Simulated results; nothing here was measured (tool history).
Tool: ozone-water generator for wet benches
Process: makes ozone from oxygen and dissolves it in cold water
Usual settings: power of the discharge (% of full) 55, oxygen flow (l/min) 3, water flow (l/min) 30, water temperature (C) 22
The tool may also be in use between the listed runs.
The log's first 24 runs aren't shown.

run,day,power of the discharge (% of full),oxygen flow (l/min),water flow (l/min),water temperature (C),hours of work since the electrodes were changed,hours of work since the contactor was cleaned,hours of work since the thermometer was calibrated,dissolved ozone (ppm),ozone in the gas ahead of the water (g/m3)
25,75.946,44,2.4,21,30,3702,3415,1746,6.29,119.6
26,80.454,79,3.68,36,28,3808,3522,1853,7.07,154.5
27,84.996,79,3.68,36,28,3915,3629,1960,7,155.7
28,87.817,79,3.68,36,28,3982,3696,2026,6.94,155.5
29,90.6,55,4.3,37,22,4048,3761,2092,5.94,113.8
30,94.229,55,3.64,43,22,4133,3847,2178,4.87,120.5
31,96.325,64,3,30,22,4183,3897,2227,7.06,143.9
32,99.233,41,2.41,42,17,4251,3965,2296,3.48,113.6

Forecast each of these 4 alternatives for the next run:
A,102.525,98,2.41,42,25,4329,4043,2374,?,?
B,102.525,96,2.41,42,17,4329,4043,2374,?,?
C,102.525,93,2.41,42,19,4329,4043,2374,?,?
D,102.525,55,2.26,20,25,4329,4043,2374,?,?

run,dissolved ozone (ppm),ozone in the gas ahead of the water (g/m3)
A,6.15,210.2
B,6.29,205.1
C,6.16,201.8
D,8.02,144.5
Without the tool's hidden state the same runs would have given:
run,dissolved ozone (ppm),ozone in the gas ahead of the water (g/m3)
A,6.16,210.5
B,6.3,205.3
C,6.17,202.1
D,8.03,144.6

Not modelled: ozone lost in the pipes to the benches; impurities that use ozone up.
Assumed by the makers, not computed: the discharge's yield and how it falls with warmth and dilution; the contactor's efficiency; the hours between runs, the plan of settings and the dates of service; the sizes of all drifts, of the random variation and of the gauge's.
